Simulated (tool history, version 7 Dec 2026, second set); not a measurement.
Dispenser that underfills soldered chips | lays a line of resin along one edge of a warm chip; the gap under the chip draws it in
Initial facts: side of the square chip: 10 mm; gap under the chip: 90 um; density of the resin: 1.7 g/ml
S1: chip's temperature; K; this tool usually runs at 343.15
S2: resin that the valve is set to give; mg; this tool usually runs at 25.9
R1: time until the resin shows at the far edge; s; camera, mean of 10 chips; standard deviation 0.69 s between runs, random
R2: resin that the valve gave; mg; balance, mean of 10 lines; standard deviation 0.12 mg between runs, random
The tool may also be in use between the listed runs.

run 1 day=0.000 | S1=343.15 S2=25.9 | R1=78.9 R2=24.92
-- day=0.242 new syringe of resin
run 2 day=0.271 | S1=343.15 S2=25.9 | R1=65.5 R2=25.06
run 3 day=0.488 | S1=343.15 S2=30.6 | R1=74.7 R2=29.52
run 4 day=0.742 | S1=343.15 S2=30.6 | R1=89.7 R2=29.29
-- day=0.808 new syringe of resin
run 5 day=0.879 | S1=343.15 S2=25.9 | R1=69.5 R2=24.90
run 6 day=1.138 | S1=343.15 S2=25.9 | R1=81.0 R2=24.89
run 7 day=1.350 | S1=343.15 S2=26.0 | R1=93.3 R2=24.81
-- day=1.383 new syringe of resin
run 8 day=1.588 | S1=333.15 S2=25.9 | R1=126.4 R2=24.69
run 9 day=1.833 | S1=343.15 S2=28.2 | R1=85.9 R2=26.92
-- day=1.954 new syringe of resin
run 10 day=2.021 | S1=343.15 S2=28.2 | R1=67.2 R2=26.59
run 11 day=2.167 | S1=343.15 S2=28.2 | R1=74.9 R2=26.75
run 12 day=2.400 | S1=343.15 S2=28.2 | R1=87.4 R2=26.69
-- day=2.529 new syringe of resin
run 13 day=2.662 | S1=343.15 S2=25.9 | R1=70.3 R2=24.43
run 14 day=2.821 | S1=343.15 S2=25.9 | R1=76.5 R2=24.25
run 15 day=2.992 | S1=343.15 S2=25.9 | R1=88.0 R2=24.14
-- day=3.104 new syringe of resin
run 16 day=3.150 | S1=343.15 S2=25.9 | R1=67.1 R2=24.35
run 17 day=3.392 | S1=343.15 S2=25.9 | R1=78.9 R2=24.00
run 18 day=3.638 | S1=343.15 S2=25.9 | R1=93.1 R2=24.03
-- day=3.662 new syringe of resin
run 19 day=3.896 | S1=331.15 S2=30.4 | R1=141.8 R2=28.19
run 20 day=4.112 | S1=351.15 S2=23.2 | R1=57.5 R2=21.33
-- day=4.225 new syringe of resin
run 21 day=4.304 | S1=343.15 S2=23.2 | R1=71.3 R2=21.27
run 22 day=4.542 | S1=343.15 S2=23.2 | R1=83.2 R2=21.39
run 23 day=4.662 | S1=330.15 S2=26.9 | R1=183.5 R2=24.83
-- day=4.788 new syringe of resin
run 24 day=4.908 | S1=330.15 S2=26.9 | R1=144.5 R2=24.72
run 25 day=5.088 | S1=349.15 S2=31.2 | R1=57.6 R2=28.76
run 26 day=5.312 | S1=349.15 S2=31.2 | R1=67.6 R2=28.64
-- day=5.358 new syringe of resin
run 27 day=5.571 | S1=329.15 S2=24.4 | R1=162.0 R2=22.42
run 28 day=5.783 | S1=341.15 S2=25.0 | R1=96.6 R2=22.90
-- day=5.925 new syringe of resin
run 29 day=6.033 | S1=339.15 S2=26.4 | R1=88.3 R2=23.78
-- day=6.146 dispensing valve cleaned and set on the balance
run 30 day=6.208 | S1=333.15 S2=25.8 | R1=131.9 R2=25.92
run 31 day=6.346 | S1=331.15 S2=25.6 | R1=160.9 R2=25.58
-- day=6.533 new syringe of resin
run 32 day=6.629 | S1=346.15 S2=22.6 | R1=60.4 R2=22.58
run 33 day=6.871 | S1=331.15 S2=33.0 | R1=157.4 R2=32.78
-- day=7.100 new syringe of resin
run 34 day=7.100 | S1=343.15 S2=30.6 | R1=64.8 R2=30.51
run 35 day=7.300 | S1=343.15 S2=30.6 | R1=73.2 R2=30.30

Table of differences, measured result less the result of that run with no hidden state. Run-to-run variation is the same in both. Gauge scatter possibly is not:
Hidden state present: resin's viscosity, % of fresh resin's; dose that the valve gives, % of what is set; true chip temperature over the reading, C; drift of the gauge itself on fill_s, %; drift of the gauge itself on given_mg, %.
run=1 R1=+16.6 R2=-0.76
run=2 R1=+3.3 R2=-0.84
run=3 R1=+13.1 R2=-1.06
run=4 R1=+27.2 R2=-1.14
run=5 R1=+5.7 R2=-1.01
run=6 R1=+18.1 R2=-1.09
run=7 R1=+30.6 R2=-1.15
run=8 R1=+18.7 R2=-1.21
run=9 R1=+23.6 R2=-1.40
run=10 R1=+5.1 R2=-1.45
run=11 R1=+12.0 R2=-1.49
run=12 R1=+24.4 R2=-1.57
run=13 R1=+7.7 R2=-1.52
run=14 R1=+15.1 R2=-1.55
run=15 R1=+24.8 R2=-1.59
run=16 R1=+4.8 R2=-1.65
run=17 R1=+16.5 R2=-1.69
run=18 R1=+30.5 R2=-1.77
run=19 R1=+24.6 R2=-2.17
run=20 R1=+16.5 R2=-1.70
run=21 R1=+8.8 R2=-1.75
run=22 R1=+21.1 R2=-1.80
run=23 R1=+56.3 R2=-2.13
run=24 R1=+17.7 R2=-2.19
run=25 R1=+12.3 R2=-2.62
run=26 R1=+21.6 R2=-2.69
run=27 R1=+28.9 R2=-2.18
run=28 R1=+27.4 R2=-2.28
run=29 R1=+11.6 R2=-2.46
run=30 R1=+26.2 R2=-0.03
run=31 R1=+43.2 R2=-0.07
run=32 R1=+6.4 R2=-0.13
run=33 R1=+37.9 R2=-0.27
run=34 R1=+3.5 R2=-0.32
run=35 R1=+12.6 R2=-0.39

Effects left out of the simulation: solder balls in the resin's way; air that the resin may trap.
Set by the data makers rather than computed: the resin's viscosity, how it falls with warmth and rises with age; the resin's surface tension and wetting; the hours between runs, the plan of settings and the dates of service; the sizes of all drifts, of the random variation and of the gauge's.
